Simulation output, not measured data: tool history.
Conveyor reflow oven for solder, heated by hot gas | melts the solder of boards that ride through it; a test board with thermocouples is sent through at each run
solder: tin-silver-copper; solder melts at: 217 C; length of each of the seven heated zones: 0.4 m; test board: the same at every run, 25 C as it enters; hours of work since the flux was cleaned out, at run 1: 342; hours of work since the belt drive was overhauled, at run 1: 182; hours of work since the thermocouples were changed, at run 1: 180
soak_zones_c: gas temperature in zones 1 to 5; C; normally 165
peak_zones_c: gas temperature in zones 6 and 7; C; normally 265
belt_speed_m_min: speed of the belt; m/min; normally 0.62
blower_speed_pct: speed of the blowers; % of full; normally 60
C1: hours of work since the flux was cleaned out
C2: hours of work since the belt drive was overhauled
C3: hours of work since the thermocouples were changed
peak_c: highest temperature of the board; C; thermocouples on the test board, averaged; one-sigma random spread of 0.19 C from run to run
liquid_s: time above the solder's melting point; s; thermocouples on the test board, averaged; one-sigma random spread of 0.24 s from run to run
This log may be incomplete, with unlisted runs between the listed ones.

Run 1, hour 0: usual settings; C1 342; C2 182; C3 180. Result: peak_c 242.3 C, liquid_s 44.6 s.
Run 2, hour 5.2: usual settings; C1 345; C2 186; C3 183. Result: peak_c 242 C, liquid_s 44.3 s.
Run 3, hour 11.4: usual settings; C1 349; C2 190; C3 187. Result: peak_c 241.9 C, liquid_s 44.6 s.
Run 4, hour 20: usual settings; C1 355; C2 195; C3 193. Result: peak_c 241.7 C, liquid_s 44.7 s.
Run 5, hour 24.7: usual settings but blower_speed_pct 68 % of full; C1 358; C2 198; C3 196. Result: peak_c 244.6 C, liquid_s 47.6 s.
Run 6, hour 30.9: usual settings but blower_speed_pct 68 % of full; C1 362; C2 202; C3 200. Result: peak_c 244.5 C, liquid_s 47.6 s.
Run 7, hour 40.5: usual settings but blower_speed_pct 68 % of full; C1 368; C2 208; C3 206. Result: peak_c 244.2 C, liquid_s 47.7 s.
Run 8, hour 48.5: usual settings but blower_speed_pct 68 % of full; C1 373; C2 213; C3 211. Result: peak_c 244.4 C, liquid_s 47.7 s.
Run 9, hour 57.5: usual settings but blower_speed_pct 68 % of full; C1 379; C2 219; C3 217. Result: peak_c 244.5 C, liquid_s 47.7 s.
At hour 62.1: belt drive overhauled, speed set with a stopwatch.
Run 10, hour 71.3: usual settings but blower_speed_pct 68 % of full; C1 385; C2 6; C3 223. Result: peak_c 244.2 C, liquid_s 47.5 s.
Run 11, hour 79.8: usual settings; C1 391; C2 11; C3 229. Result: peak_c 241.7 C, liquid_s 44.2 s.
Run 12, hour 84.5: usual settings; C1 394; C2 14; C3 232. Result: peak_c 241.9 C, liquid_s 44.3 s.
Run 13, hour 93.3: usual settings but belt_speed_m_min 0.604 m/min; C1 399; C2 20; C3 237. Result: peak_c 242.3 C, liquid_s 46.2 s.
At hour 102.1: belt drive overhauled, speed set with a stopwatch, once more.
Run 14, hour 104.5: usual settings but belt_speed_m_min 0.604 m/min; C1 404; C2 2; C3 242. Result: peak_c 242.8 C, liquid_s 46 s.
Run 15, hour 113.9: usual settings; C1 410; C2 8; C3 248. Result: peak_c 241.4 C, liquid_s 43.9 s.
Run 16, hour 124: usual settings; C1 416; C2 14; C3 255. Result: peak_c 241.9 C, liquid_s 43.9 s.
Run 17, hour 130.8: usual settings; C1 421; C2 18; C3 259. Result: peak_c 241.6 C, liquid_s 43.4 s.
Run 18, hour 140.5: usual settings but blower_speed_pct 58 % of full; C1 427; C2 25; C3 265. Result: peak_c 240.6 C, liquid_s 42.1 s.
Run 19, hour 145.7: usual settings but blower_speed_pct 58 % of full; C1 430; C2 28; C3 268. Result: peak_c 240.4 C, liquid_s 42.4 s.

Expected results for the next run?
Run 20, hour 152.3: usual settings but blower_speed_pct 55 % of full; C1 435; C2 32; C3 273. Result: peak_c ?, liquid_s ?.

Run 20 produced peak_c 239.5 C, liquid_s 40.5 s.
On a tool with no hidden condition, and with the same random variation, this run would have come out at peak_c 243.4 C, liquid_s 45.6 s.
